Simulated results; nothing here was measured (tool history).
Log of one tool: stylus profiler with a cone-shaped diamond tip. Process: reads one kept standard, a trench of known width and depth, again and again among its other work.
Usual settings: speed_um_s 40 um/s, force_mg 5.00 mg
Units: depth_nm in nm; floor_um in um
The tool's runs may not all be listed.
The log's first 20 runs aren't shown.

run,day,speed_um_s,force_mg,scans with this tip,hours of work since the height scale was calibrated,depth_nm,floor_um
21,34.800,16,7.02,7941,664,1028.33,93.92
22,36.975,18,3.37,8438,706,1017.35,93.95
23,38.225,18,3.37,8723,730,1017.00,93.90
24,39.925,18,3.37,9111,762,1017.28,93.92
25,42.183,154,12.24,9627,805,1041.08,93.67
26,43.525,10,5.00,9932,831,1022.47,93.96
27,44.650,14,1.93,10189,853,1011.74,93.98
28,46.721,81,3.04,10662,892,1016.19,93.67
29,48.362,81,3.04,11037,923,1016.35,93.58
30,50.862,20,11.32,11607,971,1039.16,93.98
31,52.475,102,12.35,11975,1002,1041.19,93.78
32,54.117,11,4.74,12350,1033,1021.94,93.98
33,55.488,11,4.03,12663,1059,1019.12,93.90
34,57.929,100,2.28,13220,1106,1013.34,93.53
35,60.288,33,7.83,13758,1151,1030.24,93.86

5 ways to go on from here, each from the tool as it stands after run 35. What would each give?
A,62.442,40,1.99,14249,1192,?,?
B,62.442,21,5.00,14249,1192,?,?
C,62.442,33,5.22,14249,1192,?,?
D,62.442,51,9.62,14249,1192,?,?
E,62.442,15,5.00,14249,1192,?,?

run,depth_nm,floor_um
A,1011.99,93.80
B,1022.24,93.92
C,1023.06,93.87
D,1034.73,93.82
E,1022.65,93.94
Without the tool's hidden state the same runs would have given:
run,depth_nm,floor_um
A,1012.03,93.83
B,1022.28,93.95
C,1023.10,93.90
D,1034.77,93.85
E,1022.70,93.97
